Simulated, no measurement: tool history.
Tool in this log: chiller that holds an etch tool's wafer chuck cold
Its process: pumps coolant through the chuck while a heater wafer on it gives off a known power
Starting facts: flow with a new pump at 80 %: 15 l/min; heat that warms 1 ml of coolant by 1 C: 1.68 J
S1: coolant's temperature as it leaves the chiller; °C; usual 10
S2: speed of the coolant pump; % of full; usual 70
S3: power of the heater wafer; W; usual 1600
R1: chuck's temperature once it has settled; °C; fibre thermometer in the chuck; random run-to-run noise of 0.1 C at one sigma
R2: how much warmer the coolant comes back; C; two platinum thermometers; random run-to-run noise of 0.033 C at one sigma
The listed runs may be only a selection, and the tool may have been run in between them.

run,day,S1,S2,S3,R1,R2
1,0.000,10,70,1600,25.6,4.72
2,2.917,10,70,1600,25.7,4.78
3,9.229,10,70,1600,25.9,4.71
4,14.504,20,70,1600,35.9,4.83
5,18.550,20,70,1600,35.8,4.69
6,22.817,10,70,1600,25.9,4.79
7,25.875,10,70,1600,25.8,4.77
8,30.742,10,70,1600,26.0,4.78
9,37.146,10,70,1600,26.1,4.67
10,43.033,14,70,1600,30.2,4.77
11,46.279,4,70,1600,20.3,4.81
12,52.042,10,70,1111,21.1,3.31
13,58.808,10,70,1111,21.2,3.37
14,62.571,10,70,1111,21.2,3.34
15,69.121,10,70,1111,21.3,3.38
16,74.450,10,70,1111,21.4,3.36
# day 78.833: coolant pump overhauled
17,81.112,10,70,1600,25.6,4.49
18,84.846,3,83,1322,13.9,3.06
19,91.692,3,83,1322,13.8,3.00
20,96.658,3,83,1322,13.9,3.06
21,102.371,9,83,1322,19.7,3.04
22,106.162,9,83,1322,19.9,3.07
23,110.062,9,90,1431,20.0,3.05
24,115.788,15,70,1338,28.1,3.76
25,120.750,1,65,1600,18.1,4.90
26,125.792,10,80,1285,21.2,3.11
27,132.088,8,90,897,14.8,1.84
28,135.200,8,66,897,17.1,2.73
29,138.542,8,66,897,17.2,2.71
30,144.812,7,84,2380,28.2,5.47

Run 31 has not been measured yet. What should we expect?
31,149.446,16,96,2380,?,?

R1: 34.5 °C
R2: 4.63 C
Minus the tool's unlogged condition, the same run would have read R1 32.2 °C, R2 4.54 C.

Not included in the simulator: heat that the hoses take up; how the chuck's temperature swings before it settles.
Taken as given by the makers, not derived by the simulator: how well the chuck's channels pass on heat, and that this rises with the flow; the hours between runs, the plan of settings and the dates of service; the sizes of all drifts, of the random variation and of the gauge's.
